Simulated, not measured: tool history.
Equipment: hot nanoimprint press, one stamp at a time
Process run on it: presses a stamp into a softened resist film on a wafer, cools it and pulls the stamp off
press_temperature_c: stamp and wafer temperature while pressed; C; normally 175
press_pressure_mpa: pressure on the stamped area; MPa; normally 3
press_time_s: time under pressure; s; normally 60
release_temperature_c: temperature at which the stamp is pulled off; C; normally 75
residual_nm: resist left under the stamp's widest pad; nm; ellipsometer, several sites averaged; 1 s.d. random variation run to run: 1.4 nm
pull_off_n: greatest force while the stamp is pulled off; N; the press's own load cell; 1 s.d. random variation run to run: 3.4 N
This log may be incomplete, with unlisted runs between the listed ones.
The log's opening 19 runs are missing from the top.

run 20 hour=139.9 | press_temperature_c=175 press_pressure_mpa=3 press_time_s=112 release_temperature_c=79 | residual_nm=182 pull_off_n=179
run 21 hour=147.6 | press_temperature_c=167 press_pressure_mpa=3 press_time_s=31 release_temperature_c=82 | residual_nm=316.3 pull_off_n=159
run 22 hour=155.8 | press_temperature_c=183 press_pressure_mpa=2.25 press_time_s=59 release_temperature_c=62 | residual_nm=207 pull_off_n=241
run 23 hour=165.4 | press_temperature_c=175 press_pressure_mpa=3 press_time_s=81 release_temperature_c=72 | residual_nm=201.3 pull_off_n=202
run 24 hour=174.7 | press_temperature_c=186 press_pressure_mpa=3.8 press_time_s=53 release_temperature_c=75 | residual_nm=148.3 pull_off_n=195
run 25 hour=183.7 | press_temperature_c=176 press_pressure_mpa=3.81 press_time_s=53 release_temperature_c=80 | residual_nm=200.9 pull_off_n=178
run 26 hour=190.5 | press_temperature_c=176 press_pressure_mpa=3.81 press_time_s=53 release_temperature_c=80 | residual_nm=197.6 pull_off_n=173
run 27 hour=196 | press_temperature_c=176 press_pressure_mpa=3.81 press_time_s=30 release_temperature_c=72 | residual_nm=236.2 pull_off_n=206
run 28 hour=205.2 | press_temperature_c=186 press_pressure_mpa=3 press_time_s=60 release_temperature_c=68 | residual_nm=162.5 pull_off_n=238
run 29 hour=210.5 | press_temperature_c=174 press_pressure_mpa=2.39 press_time_s=113 release_temperature_c=61 | residual_nm=210.2 pull_off_n=259
run 30 hour=216.9 | press_temperature_c=174 press_pressure_mpa=2.39 press_time_s=113 release_temperature_c=61 | residual_nm=211.2 pull_off_n=270

What if the next run were any one of these 3? Each begins from the tool's condition after run 30:
run A hour=223.7 | press_temperature_c=173 press_pressure_mpa=2.39 press_time_s=113 release_temperature_c=61 | residual_nm=? pull_off_n=?
run B hour=223.7 | press_temperature_c=174 press_pressure_mpa=4.73 press_time_s=38 release_temperature_c=61 | residual_nm=? pull_off_n=?
run C hour=223.7 | press_temperature_c=185 press_pressure_mpa=2.39 press_time_s=113 release_temperature_c=80 | residual_nm=? pull_off_n=?

run=A residual_nm=220.4 pull_off_n=275
run=B residual_nm=212.6 pull_off_n=271
run=C residual_nm=154.6 pull_off_n=182
Without the tool's hidden state the same runs would have given:
run=A residual_nm=212.3 pull_off_n=220
run=B residual_nm=203.7 pull_off_n=217
run=C residual_nm=148.9 pull_off_n=144

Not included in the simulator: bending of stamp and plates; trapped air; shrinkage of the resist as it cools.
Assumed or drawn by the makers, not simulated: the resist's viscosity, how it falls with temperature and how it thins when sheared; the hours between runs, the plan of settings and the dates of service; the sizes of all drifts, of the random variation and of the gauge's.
